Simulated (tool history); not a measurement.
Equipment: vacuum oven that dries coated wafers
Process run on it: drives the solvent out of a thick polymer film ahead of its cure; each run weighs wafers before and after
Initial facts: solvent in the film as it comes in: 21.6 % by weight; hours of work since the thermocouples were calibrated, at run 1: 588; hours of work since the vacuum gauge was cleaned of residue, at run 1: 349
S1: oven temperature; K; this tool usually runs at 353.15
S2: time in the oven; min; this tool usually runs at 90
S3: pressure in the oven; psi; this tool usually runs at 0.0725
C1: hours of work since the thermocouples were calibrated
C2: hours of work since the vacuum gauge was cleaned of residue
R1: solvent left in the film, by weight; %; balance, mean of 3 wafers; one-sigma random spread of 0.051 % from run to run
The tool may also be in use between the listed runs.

run	day	S1	S2	S3	C1	C2	R1
1	0.000	353.15	90	0.0725	588	349	0.89
2	1.425	353.15	90	0.0580	605	366	1.01
3	2.596	353.15	90	0.0580	619	380	0.90
4	4.783	353.15	90	0.0580	645	406	0.86
5	7.112	353.15	90	0.0580	673	434	0.88
6	8.621	353.15	90	0.0580	691	452	0.80
7	9.975	353.15	48	0.0725	707	468	3.32
8	11.508	353.15	48	0.0431	725	486	2.97
9	12.912	353.15	48	0.0431	742	503	3.05
10	14.362	353.15	58	0.1083	759	520	2.53
# day 15.900: oven's thermocouples calibrated
11	16.225	366.15	108	0.1836	4	542	0.66
12	18.200	353.15	84	0.0850	27	565	1.22

What does the tool deliver on the next run?
13	20.162	347.15	65	0.1930	51	588	?

R1: 4.45 %
With the hidden condition absent and the run-to-run variation left alone, this run would have shown R1 4.46 %.

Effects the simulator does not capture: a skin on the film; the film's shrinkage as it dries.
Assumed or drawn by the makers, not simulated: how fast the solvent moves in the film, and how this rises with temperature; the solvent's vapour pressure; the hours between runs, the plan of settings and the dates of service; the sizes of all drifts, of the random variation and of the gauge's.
